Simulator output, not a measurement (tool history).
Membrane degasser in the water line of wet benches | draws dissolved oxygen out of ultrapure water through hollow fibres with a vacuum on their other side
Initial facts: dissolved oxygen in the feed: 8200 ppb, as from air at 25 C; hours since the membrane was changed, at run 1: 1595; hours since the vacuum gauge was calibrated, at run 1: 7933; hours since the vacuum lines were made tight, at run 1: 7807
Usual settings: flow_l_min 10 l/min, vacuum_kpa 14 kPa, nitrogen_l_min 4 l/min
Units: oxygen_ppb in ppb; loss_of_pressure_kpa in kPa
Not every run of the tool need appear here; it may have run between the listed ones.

run	hour	flow_l_min	vacuum_kpa	nitrogen_l_min	hours since the membrane was changed	hours since the vacuum gauge was calibrated	hours since the vacuum lines were made tight	oxygen_ppb	loss_of_pressure_kpa
1	0	10	14	4	1595	7933	7807	75	28.06
2	25.1	9	14	4	1620	7958	7832	65	25.41
3	78	10	14	2.82	1673	8011	7885	100.8	28.62
4	105.5	10	14	4	1701	8038	7912	74.7	28.54
5	149	10	14	3.11	1744	8082	7956	93.6	28.63
6	187.4	10	16.2	4	1783	8120	7994	88.5	28.26
7	212.2	10	16.2	4	1807	8145	8019	87.5	28.57
8	266.5	10	16.2	4	1862	8199	8073	87.4	28.56
9	316.3	10	16.2	4	1911	8249	8123	88.7	28.79
10	348.4	10	16.2	4	1943	8281	8155	87.8	28.73
11	370.9	10	16.2	4	1966	8304	8178	88.9	28.81
12	402.8	14	24.8	5.35	1998	8336	8210	167.2	40.15
13	436.2	14	24.8	5.35	2031	8369	8243	168.1	40.27
14	485.3	14	24.8	5.35	2080	8418	8292	167.5	40.73
# hour 494.8: vacuum gauge calibrated
15	520.7	14	24.8	5.35	2115	26	8327	171.1	40.65
16	562.4	10	9.1	11.13	2157	68	8369	21.4	29.09
# hour 592.5: gauge calibrated
17	596.4	13	9.1	2.06	2191	102	8403	114.3	36.87
18	621.9	10	25.1	2.68	2217	127	8428	205.7	28.51
19	658.9	11	18	3.38	2254	164	8465	131.6	31.07
20	693.5	11	31.5	2.8	2288	199	8500	278.6	31.21
21	745.5	10	27.9	4	2340	251	8552	158.1	28.62

Across each entry between runs, compare the hidden state at the last listed run before it with the hidden state at the first listed run after it:
After run 14, before run 15: vacuum gauge calibrated (hour 494.8)
  true pressure behind the membrane over the reading, kPa: 0.01 -> 0; drift of the gauge itself on loss_of_pressure_kpa, %: 2.09 -> 2.24
  the result without the hidden state subtracted from the measured one, loss_of_pressure_kpa: +0.84 -> +0.9 kPa
After run 16, before run 17: gauge calibrated (hour 592.5)
  drift of the gauge itself on loss_of_pressure_kpa, %: 2.42 -> 0.02
  the result without the hidden state subtracted from the measured one, loss_of_pressure_kpa: +0.7 -> +0.01 kPa

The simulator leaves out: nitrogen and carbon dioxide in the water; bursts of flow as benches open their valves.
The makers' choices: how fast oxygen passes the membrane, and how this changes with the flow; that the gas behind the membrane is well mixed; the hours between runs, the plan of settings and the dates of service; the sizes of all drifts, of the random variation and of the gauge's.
